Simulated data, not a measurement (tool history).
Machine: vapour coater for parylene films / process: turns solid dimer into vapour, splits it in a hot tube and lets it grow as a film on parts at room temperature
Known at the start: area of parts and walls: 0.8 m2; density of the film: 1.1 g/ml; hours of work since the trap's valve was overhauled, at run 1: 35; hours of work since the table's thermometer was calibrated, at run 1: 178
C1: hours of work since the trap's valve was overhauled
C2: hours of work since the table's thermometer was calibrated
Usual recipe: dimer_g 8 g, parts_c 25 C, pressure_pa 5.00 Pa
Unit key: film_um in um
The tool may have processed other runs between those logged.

run 1 hour=0.0 | dimer_g=8 parts_c=25 pressure_pa=5.00 | C1=35 C2=178 | film_um=5.90
run 2 hour=28.3 | dimer_g=8 parts_c=25 pressure_pa=5.00 | C1=60 C2=203 | film_um=5.89
run 3 hour=51.6 | dimer_g=8 parts_c=25 pressure_pa=5.00 | C1=80 C2=223 | film_um=5.85
run 4 hour=68.1 | dimer_g=8 parts_c=25 pressure_pa=5.47 | C1=94 C2=237 | film_um=5.76
run 5 hour=86.1 | dimer_g=3 parts_c=25 pressure_pa=5.00 | C1=110 C2=253 | film_um=2.22
run 6 hour=104.5 | dimer_g=3 parts_c=25 pressure_pa=5.00 | C1=126 C2=268 | film_um=2.21
run 7 hour=126.8 | dimer_g=8 parts_c=25 pressure_pa=5.00 | C1=145 C2=288 | film_um=5.87
run 8 hour=153.3 | dimer_g=8 parts_c=25 pressure_pa=5.00 | C1=168 C2=311 | film_um=5.90
run 9 hour=171.0 | dimer_g=8 parts_c=25 pressure_pa=5.00 | C1=183 C2=326 | film_um=5.90
run 10 hour=187.1 | dimer_g=8 parts_c=31 pressure_pa=5.00 | C1=197 C2=340 | film_um=4.81
run 11 hour=201.9 | dimer_g=8 parts_c=31 pressure_pa=5.00 | C1=210 C2=352 | film_um=4.83
-- hour=231.5 trap's valve overhauled
run 12 hour=233.9 | dimer_g=4 parts_c=33 pressure_pa=3.60 | C1=2 C2=377 | film_um=2.43
run 13 hour=259.9 | dimer_g=7 parts_c=19 pressure_pa=2.18 | C1=24 C2=399 | film_um=7.77
run 14 hour=281.6 | dimer_g=7 parts_c=19 pressure_pa=2.18 | C1=43 C2=418 | film_um=7.77
run 15 hour=308.4 | dimer_g=3 parts_c=25 pressure_pa=2.32 | C1=66 C2=441 | film_um=2.67
run 16 hour=328.3 | dimer_g=8 parts_c=25 pressure_pa=2.43 | C1=84 C2=458 | film_um=7.06
run 17 hour=340.9 | dimer_g=5 parts_c=25 pressure_pa=6.78 | C1=94 C2=469 | film_um=3.46
run 18 hour=358.5 | dimer_g=8 parts_c=19 pressure_pa=5.00 | C1=110 C2=484 | film_um=7.27
run 19 hour=384.1 | dimer_g=8 parts_c=32 pressure_pa=2.24 | C1=132 C2=506 | film_um=5.70

Entry by entry between the runs, the difference in hidden state between the last listed run before and the first listed run after:
Runs 11 to 12: trap's valve overhauled (hour 231.5)
  vapour lost through the trap's worn valve, %: 0.2 -> 0; drift of the gauge itself on film_um, %: 0.78 -> 0.89
  difference, measured minus the result without the unlogged condition, film_um: +0.04 -> +0.02 um

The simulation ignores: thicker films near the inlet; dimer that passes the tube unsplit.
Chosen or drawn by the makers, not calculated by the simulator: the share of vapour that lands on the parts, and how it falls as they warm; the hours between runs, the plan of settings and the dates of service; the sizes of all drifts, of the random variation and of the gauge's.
